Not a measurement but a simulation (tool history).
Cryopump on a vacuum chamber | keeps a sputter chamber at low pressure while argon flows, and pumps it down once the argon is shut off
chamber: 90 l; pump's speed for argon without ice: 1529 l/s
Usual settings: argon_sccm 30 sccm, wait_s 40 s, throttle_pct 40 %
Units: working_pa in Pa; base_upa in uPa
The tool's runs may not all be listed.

{"run": 1, "hour": 0.0, "argon_sccm": 30, "wait_s": 40, "throttle_pct": 40, "working_pa": 0.0901, "base_upa": 1.34}
{"run": 2, "hour": 66.1, "argon_sccm": 30, "wait_s": 40, "throttle_pct": 40, "working_pa": 0.0905, "base_upa": 1.43}
{"run": 3, "hour": 105.4, "argon_sccm": 30, "wait_s": 40, "throttle_pct": 40, "working_pa": 0.0922, "base_upa": 1.51}
{"run": 4, "hour": 136.5, "argon_sccm": 52, "wait_s": 40, "throttle_pct": 40, "working_pa": 0.162, "base_upa": 1.43}
{"run": 5, "hour": 181.8, "argon_sccm": 52, "wait_s": 40, "throttle_pct": 40, "working_pa": 0.1618, "base_upa": 1.52}
{"run": 6, "hour": 220.5, "argon_sccm": 52, "wait_s": 40, "throttle_pct": 40, "working_pa": 0.1641, "base_upa": 1.51}
{"run": 7, "hour": 281.0, "argon_sccm": 28, "wait_s": 40, "throttle_pct": 40, "working_pa": 0.0888, "base_upa": 1.52}
{"run": 8, "hour": 310.3, "argon_sccm": 30, "wait_s": 148, "throttle_pct": 40, "working_pa": 0.0966, "base_upa": 0.8}
{"run": 9, "hour": 364.6, "argon_sccm": 30, "wait_s": 40, "throttle_pct": 40, "working_pa": 0.0974, "base_upa": 1.54}
{"run": 10, "hour": 412.1, "argon_sccm": 30, "wait_s": 40, "throttle_pct": 40, "working_pa": 0.0972, "base_upa": 1.6}
{"run": 11, "hour": 440.3, "argon_sccm": 30, "wait_s": 40, "throttle_pct": 40, "working_pa": 0.0978, "base_upa": 1.59}
{"hour": 451.8, "done": "pump warmed up, emptied and cooled again"}
{"run": 12, "hour": 481.9, "argon_sccm": 30, "wait_s": 40, "throttle_pct": 40, "working_pa": 0.0829, "base_upa": 1.44}
{"run": 13, "hour": 538.4, "argon_sccm": 30, "wait_s": 40, "throttle_pct": 40, "working_pa": 0.0837, "base_upa": 1.47}
{"run": 14, "hour": 584.0, "argon_sccm": 30, "wait_s": 40, "throttle_pct": 40, "working_pa": 0.0853, "base_upa": 1.46}
{"run": 15, "hour": 627.0, "argon_sccm": 30, "wait_s": 40, "throttle_pct": 40, "working_pa": 0.0853, "base_upa": 1.54}
{"run": 16, "hour": 685.2, "argon_sccm": 13, "wait_s": 265, "throttle_pct": 21, "working_pa": 0.0692, "base_upa": 0.65}
{"run": 17, "hour": 727.7, "argon_sccm": 36, "wait_s": 265, "throttle_pct": 55, "working_pa": 0.0758, "base_upa": 0.63}
{"run": 18, "hour": 782.7, "argon_sccm": 27, "wait_s": 40, "throttle_pct": 30, "working_pa": 0.1028, "base_upa": 1.57}
{"run": 19, "hour": 837.4, "argon_sccm": 28, "wait_s": 40, "throttle_pct": 22, "working_pa": 0.1449, "base_upa": 1.54}
{"run": 20, "hour": 882.5, "argon_sccm": 27, "wait_s": 40, "throttle_pct": 24, "working_pa": 0.1295, "base_upa": 1.61}
{"run": 21, "hour": 923.8, "argon_sccm": 15, "wait_s": 40, "throttle_pct": 24, "working_pa": 0.0719, "base_upa": 1.61}
{"run": 22, "hour": 974.4, "argon_sccm": 15, "wait_s": 40, "throttle_pct": 24, "working_pa": 0.072, "base_upa": 1.72}
{"run": 23, "hour": 1018.3, "argon_sccm": 30, "wait_s": 62, "throttle_pct": 42, "working_pa": 0.0871, "base_upa": 1.33}
{"run": 24, "hour": 1073.1, "argon_sccm": 30, "wait_s": 40, "throttle_pct": 25, "working_pa": 0.1415, "base_upa": 1.7}
{"run": 25, "hour": 1103.2, "argon_sccm": 30, "wait_s": 40, "throttle_pct": 25, "working_pa": 0.1416, "base_upa": 1.72}

4 ways to go on from here, each from the tool as it stands after run 25. What would each give?
{"run": "A", "hour": 1167.8, "argon_sccm": 16, "wait_s": 40, "throttle_pct": 25, "working_pa": "?", "base_upa": "?"}
{"run": "B", "hour": 1167.8, "argon_sccm": 14, "wait_s": 46, "throttle_pct": 20, "working_pa": "?", "base_upa": "?"}
{"run": "C", "hour": 1167.8, "argon_sccm": 40, "wait_s": 40, "throttle_pct": 15, "working_pa": "?", "base_upa": "?"}
{"run": "D", "hour": 1167.8, "argon_sccm": 30, "wait_s": 40, "throttle_pct": 26, "working_pa": "?", "base_upa": "?"}

run=A working_pa=0.0763 base_upa=1.76
run=B working_pa=0.0808 base_upa=1.66
run=C working_pa=0.3098 base_upa=1.75
run=D working_pa=0.1383 base_upa=1.75
Without the tool's hidden state the same runs would have given:
run=A working_pa=0.0705 base_upa=1.27
run=B working_pa=0.0758 base_upa=1.15
run=C working_pa=0.2953 base_upa=1.25
run=D working_pa=0.1274 base_upa=1.25
